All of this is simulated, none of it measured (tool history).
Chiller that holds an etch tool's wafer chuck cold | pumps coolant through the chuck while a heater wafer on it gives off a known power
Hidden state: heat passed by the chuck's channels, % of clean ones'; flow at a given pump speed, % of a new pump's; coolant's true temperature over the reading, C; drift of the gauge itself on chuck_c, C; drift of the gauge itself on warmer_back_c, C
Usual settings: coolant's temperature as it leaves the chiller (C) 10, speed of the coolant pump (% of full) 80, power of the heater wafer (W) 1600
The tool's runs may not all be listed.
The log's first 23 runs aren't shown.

run,hour,coolant's temperature as it leaves the chiller (C),speed of the coolant pump (% of full),power of the heater wafer (W),hours since the coolant was changed and the channels were flushed,hours since the pump was overhauled,hours since the chiller's thermometer was calibrated,chuck's temperature once it has settled (C),how much warmer the coolant comes back (C)
24,3150.3,7,80,821,858,978,2383,13.3,3.34
# hour 3307.9: coolant pump overhauled, once more
25,3321.1,2,77,1600,1024,13,2549,13,5.85
26,3409.9,10,74,1361,1113,102,2638,19.8,5.22
27,3563.4,10,74,1361,1266,255,2791,19.8,5.27
28,3670.6,10,100,1361,1373,363,2898,17.2,3.75
29,3826.5,10,100,1361,1529,519,3054,17.1,3.83
30,3981.3,10,86,1111,1684,673,3209,16.9,3.63
31,4128.3,15,80,1173,1831,820,3356,22.8,4.15

Forecast each of these 3 alternatives for the next run:
A,4206.4,16,89,1084,1909,898,3434,?,?
B,4206.4,8,80,1611,1909,898,3434,?,?
C,4206.4,10,80,1173,1909,898,3434,?,?

run,chuck's temperature once it has settled (C),how much warmer the coolant comes back (C)
A,22.4,3.49
B,19,5.68
C,17.9,4.18
Without the tool's hidden state the same runs would have given:
run,chuck's temperature once it has settled (C),how much warmer the coolant comes back (C)
A,22.4,3.45
B,18.8,5.62
C,17.9,4.14
